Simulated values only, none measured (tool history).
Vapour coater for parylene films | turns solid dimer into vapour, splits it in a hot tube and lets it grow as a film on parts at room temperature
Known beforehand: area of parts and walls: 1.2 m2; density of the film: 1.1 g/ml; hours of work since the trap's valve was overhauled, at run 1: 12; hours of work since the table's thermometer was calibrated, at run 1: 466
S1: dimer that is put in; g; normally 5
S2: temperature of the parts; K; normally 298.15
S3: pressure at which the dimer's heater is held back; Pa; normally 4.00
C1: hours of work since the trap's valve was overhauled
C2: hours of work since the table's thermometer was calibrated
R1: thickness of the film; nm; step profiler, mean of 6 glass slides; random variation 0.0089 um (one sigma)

| run | day | S1 | S2 | S3 | C1 | C2 | R1 |
|---|---|---|---|---|---|---|---|
| 1 | 0.000 | 5 | 298.15 | 4.00 | 12 | 466 | 1757 |
| 2 | 3.029 | 5 | 298.15 | 4.00 | 44 | 498 | 1718 |
| 3 | 6.629 | 5 | 298.15 | 8.79 | 81 | 535 | 1563 |
| 4 | 8.146 | 5 | 298.15 | 8.79 | 97 | 551 | 1540 |
| 5 | 10.846 | 5 | 298.15 | 8.79 | 125 | 579 | 1542 |
| 6 | 13.625 | 5 | 298.15 | 4.00 | 154 | 608 | 1688 |
| 7 | 16.696 | 5 | 298.15 | 4.00 | 186 | 640 | 1687 |
| 8 | 18.700 | 5 | 298.15 | 4.00 | 207 | 661 | 1683 |
| 9 | 21.342 | 5 | 298.15 | 4.00 | 235 | 689 | 1674 |
| 10 | 24.479 | 5 | 296.15 | 4.00 | 267 | 721 | 1811 |
| 11 | 27.704 | 5 | 296.15 | 4.00 | 301 | 755 | 1771 |
| 12 | 29.979 | 5 | 298.15 | 2.20 | 324 | 778 | 1765 |
| 13 | 33.417 | 5 | 298.15 | 2.20 | 360 | 814 | 1749 |
| 14 | 34.983 | 5 | 298.15 | 2.20 | 377 | 831 | 1742 |
| 15 | 36.783 | 5 | 304.15 | 2.20 | 395 | 849 | 1357 |
|  | 38.054 | trap's valve overhauled |
| 16 | 38.521 | 5 | 304.15 | 2.20 | 5 | 866 | 1289 |
| 17 | 41.033 | 5 | 304.15 | 2.20 | 31 | 892 | 1282 |
| 18 | 44.175 | 5 | 304.15 | 2.20 | 64 | 924 | 1280 |
| 19 | 46.850 | 5 | 304.15 | 2.20 | 92 | 952 | 1282 |
| 20 | 49.875 | 5 | 304.15 | 4.00 | 123 | 984 | 1153 |
| 21 | 53.088 | 5 | 298.15 | 4.00 | 157 | 1017 | 1479 |
|  | 55.029 | trap's valve overhauled, once more |
| 22 | 56.829 | 5 | 298.15 | 4.00 | 19 | 1054 | 1722 |
| 23 | 60.012 | 5 | 298.15 | 4.00 | 52 | 1088 | 1694 |
| 24 | 62.650 | 5 | 298.15 | 4.00 | 79 | 1115 | 1685 |
| 25 | 65.971 | 5 | 298.15 | 2.15 | 114 | 1150 | 1836 |
| 26 | 67.633 | 6 | 292.15 | 7.52 | 131 | 1167 | 2360 |
| 27 | 69.704 | 6 | 292.15 | 6.55 | 153 | 1189 | 2423 |
| 28 | 71.317 | 5 | 305.15 | 4.00 | 170 | 1205 | 1247 |
| 29 | 73.900 | 5 | 305.15 | 4.00 | 196 | 1232 | 1223 |
| 30 | 75.425 | 5 | 305.15 | 5.66 | 212 | 1248 | 1173 |
| 31 | 78.333 | 5 | 305.15 | 5.66 | 243 | 1278 | 1175 |
| 32 | 79.788 | 4 | 294.15 | 6.69 | 258 | 1294 | 1431 |
| 33 | 82.442 | 4 | 298.15 | 2.24 | 285 | 1321 | 1412 |
| 34 | 84.871 | 2 | 298.15 | 6.25 | 311 | 1346 | 620 |
| 35 | 88.192 | 2 | 298.15 | 6.25 | 345 | 1381 | 603 |
| 36 | 90.467 | 2 | 298.15 | 6.25 | 369 | 1405 | 605 |
| 37 | 93.642 | 4 | 307.15 | 5.16 | 402 | 1438 | 853 |
|  | 94.250 | trap's valve overhauled |
| 38 | 95.433 | 5 | 298.15 | 6.30 | 12 | 1455 | 1576 |
| 39 | 97.275 | 7 | 308.15 | 11.89 | 32 | 1474 | 1333 |
| 40 | 100.429 | 3 | 308.15 | 11.89 | 64 | 1507 | 587 |
| 41 | 102.567 | 3 | 305.15 | 2.26 | 87 | 1529 | 805 |
| 42 | 106.083 | 6 | 290.15 | 2.42 | 123 | 1566 | 2952 |
| 43 | 108.508 | 6 | 290.15 | 2.42 | 148 | 1591 | 2940 |
| 44 | 111.058 | 6 | 306.15 | 4.00 | 175 | 1617 | 1405 |
| 45 | 113.308 | 3 | 306.15 | 8.15 | 198 | 1641 | 649 |
| 46 | 115.142 | 6 | 296.15 | 9.81 | 217 | 1660 | 1868 |

Take each entry between the runs: how does the hidden state at the last listed run before it differ from the hidden state at the first listed run after it?
From run 15 to run 16: trap's valve overhauled (day 38.054)
  vapour lost through the trap's worn valve, %: 7.5 -> 11.7; true temperature of the parts over the reading, C: 0.66 -> 0.67
  measured value less the no-hidden-state value, R1: -151 -> -212 nm
From run 21 to run 22: trap's valve overhauled, once more (day 55.029)
  vapour lost through the trap's worn valve, %: 14.5 -> 0.4; true temperature of the parts over the reading, C: 0.77 -> 0.79
  measured value less the no-hidden-state value, R1: -307 -> -65 nm
From run 37 to run 38: trap's valve overhauled (day 94.250)
  vapour lost through the trap's worn valve, %: 7.6 -> 1.1; true temperature of the parts over the reading, C: 1.04 -> 1.06
  measured value less the no-hidden-state value, R1: -110 -> -89 nm

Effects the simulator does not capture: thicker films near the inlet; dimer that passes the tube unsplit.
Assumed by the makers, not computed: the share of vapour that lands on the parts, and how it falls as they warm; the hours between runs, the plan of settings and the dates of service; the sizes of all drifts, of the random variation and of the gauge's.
